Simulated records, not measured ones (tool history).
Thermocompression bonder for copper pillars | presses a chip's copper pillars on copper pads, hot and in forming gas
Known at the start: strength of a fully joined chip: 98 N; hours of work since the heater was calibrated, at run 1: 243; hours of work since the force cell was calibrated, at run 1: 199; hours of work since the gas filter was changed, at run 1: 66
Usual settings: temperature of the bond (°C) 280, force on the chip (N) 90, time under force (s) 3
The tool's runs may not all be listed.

| run | day | temperature of the bond (°C) | force on the chip (N) | time under force (s) | hours of work since the heater was calibrated | hours of work since the force cell was calibrated | hours of work since the gas filter was changed | force that shears a chip off (N) |
|---|---|---|---|---|---|---|---|---|
| 1 | 0.000 | 280 | 90 | 3 | 243 | 199 | 66 | 64.6 |
| 2 | 2.350 | 280 | 63 | 3 | 279 | 235 | 102 | 48.6 |
| 3 | 5.217 | 280 | 63 | 3 | 323 | 279 | 146 | 48.0 |
|  | 5.492 | heater calibrated with a thermocouple chip |
| 4 | 8.050 | 280 | 90 | 3 | 39 | 322 | 188 | 61.0 |
|  | 9.612 | forming gas filter changed |
| 5 | 11.408 | 280 | 90 | 3 | 91 | 373 | 28 | 66.1 |
| 6 | 13.158 | 280 | 90 | 3 | 117 | 400 | 54 | 64.9 |
|  | 16.612 | heater calibrated with a thermocouple chip, once more |
| 7 | 16.617 | 280 | 90 | 3 | 0 | 452 | 106 | 60.8 |
| 8 | 19.754 | 272 | 92 | 2 | 48 | 500 | 155 | 50.6 |
| 9 | 23.050 | 262 | 58 | 2 | 99 | 551 | 205 | 29.2 |
|  | 23.671 | forming gas filter changed |
| 10 | 24.662 | 292 | 73 | 3 | 123 | 575 | 15 | 61.3 |
| 11 | 26.488 | 296 | 63 | 4 | 151 | 603 | 43 | 62.4 |

4 ways to go on from here, each from the tool as it stands after run 11. What would each give?
| A | 28.246 | 253 | 83 | 7 | 178 | 630 | 70 | ? |
| B | 28.246 | 296 | 71 | 4 | 178 | 630 | 70 | ? |
| C | 28.246 | 280 | 102 | 9 | 178 | 630 | 70 | ? |
| D | 28.246 | 296 | 124 | 3 | 178 | 630 | 70 | ? |

| run | force that shears a chip off (N) |
|---|---|
| A | 60.2 |
| B | 65.3 |
| C | 85.5 |
| D | 81.8 |
Without the tool's hidden state the same runs would have given:
| run | force that shears a chip off (N) |
|---|---|
| A | 62.9 |
| B | 68.4 |
| C | 89.0 |
| D | 85.3 |
